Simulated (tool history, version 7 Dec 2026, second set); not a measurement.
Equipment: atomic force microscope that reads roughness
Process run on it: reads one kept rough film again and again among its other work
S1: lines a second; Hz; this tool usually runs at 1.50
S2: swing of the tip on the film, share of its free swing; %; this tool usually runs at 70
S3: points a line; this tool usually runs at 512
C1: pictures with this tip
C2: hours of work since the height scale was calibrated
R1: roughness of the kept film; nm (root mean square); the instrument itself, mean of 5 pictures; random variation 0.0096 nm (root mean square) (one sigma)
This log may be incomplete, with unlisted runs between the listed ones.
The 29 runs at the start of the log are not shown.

Run 30, hour 1166.5: usual settings but S1 1.04 Hz, S2 67 %, S3 693; C1 129; C2 894. Result: R1 2.226 nm (root mean square).
Run 31, hour 1195.9: usual settings but S1 2.68 Hz, S2 82 %; C1 165; C2 910. Result: R1 1.996 nm (root mean square).
Run 32, hour 1231.9: usual settings but S1 1.30 Hz, S2 55 %; C1 209; C2 929. Result: R1 2.236 nm (root mean square).
At hour 1236.5: new tip fitted.
Run 33, hour 1270.5: usual settings but S1 1.30 Hz, S2 55 %; C1 41; C2 949. Result: R1 2.239 nm (root mean square).
Run 34, hour 1320.4: usual settings but S1 1.23 Hz, S2 84 %, S3 543; C1 102; C2 976. Result: R1 2.146 nm (root mean square).
Run 35, hour 1359.1: usual settings but S1 1.23 Hz, S2 84 %, S3 543; C1 149; C2 997. Result: R1 2.134 nm (root mean square).
Run 36, hour 1386.6: usual settings but S1 1.23 Hz, S2 84 %, S3 543; C1 183; C2 1012. Result: R1 2.134 nm (root mean square).
At hour 1411.3: new tip fitted.
Run 37, hour 1439.0: usual settings but S1 0.56 Hz, S2 56 %, S3 263; C1 34; C2 1039. Result: R1 2.224 nm (root mean square).
Run 38, hour 1486.8: usual settings but S1 0.56 Hz, S2 56 %, S3 263; C1 92; C2 1065. Result: R1 2.222 nm (root mean square).
Run 39, hour 1523.6: usual settings but S1 0.56 Hz, S2 56 %, S3 263; C1 137; C2 1085. Result: R1 2.224 nm (root mean square).
Run 40, hour 1568.3: usual settings but S1 0.56 Hz, S2 56 %, S3 1022; C1 191; C2 1109. Result: R1 2.257 nm (root mean square).
At hour 1588.9: new tip fitted.
Run 41, hour 1614.8: usual settings but S1 3.80 Hz, S2 73 %, S3 510; C1 31; C2 1133. Result: R1 2.040 nm (root mean square).
Run 42, hour 1661.0: usual settings but S3 261; C1 88; C2 1158. Result: R1 2.161 nm (root mean square).
Run 43, hour 1695.5: usual settings but S3 328; C1 130; C2 1177. Result: R1 2.183 nm (root mean square).
Run 44, hour 1736.4: usual settings but S3 328; C1 180; C2 1199. Result: R1 2.174 nm (root mean square).
At hour 1764.6: new tip fitted.
Run 45, hour 1766.0: usual settings but S1 3.66 Hz, S2 61 %, S3 274; C1 2; C2 1214. Result: R1 2.159 nm (root mean square).
Run 46, hour 1800.0: usual settings but S1 3.66 Hz, S2 62 %, S3 847; C1 44; C2 1232. Result: R1 2.181 nm (root mean square).
Run 47, hour 1845.9: usual settings but S1 1.36 Hz, S2 88 %, S3 389; C1 99; C2 1257. Result: R1 2.079 nm (root mean square).
Run 48, hour 1890.1: usual settings but S2 58 %; C1 153; C2 1281. Result: R1 2.212 nm (root mean square).
Run 49, hour 1925.7: usual settings but S2 77 %; C1 197; C2 1300. Result: R1 2.155 nm (root mean square).

3 options for the next run, each taken on its own from the tool as it stands now. Forecast them:
At hour 1938.4: new tip fitted.
Run A, hour 1962.7: usual settings but S1 0.58 Hz, S2 79 %, S3 257; C1 29; C2 1319. Result: R1 ?.
At hour 1938.4: new tip fitted.
Run B, hour 1962.7: usual settings but S2 60 %; C1 29; C2 1319. Result: R1 ?.
At hour 1938.4: new tip fitted.
Run C, hour 1962.7: usual settings but S1 3.50 Hz; C1 29; C2 1319. Result: R1 ?.

run     R1
  A  2.186
  B  2.221
  C  2.095
What these runs would have given with no unlogged condition in the tool:
run     R1
  A  2.188
  B  2.223
  C  2.097
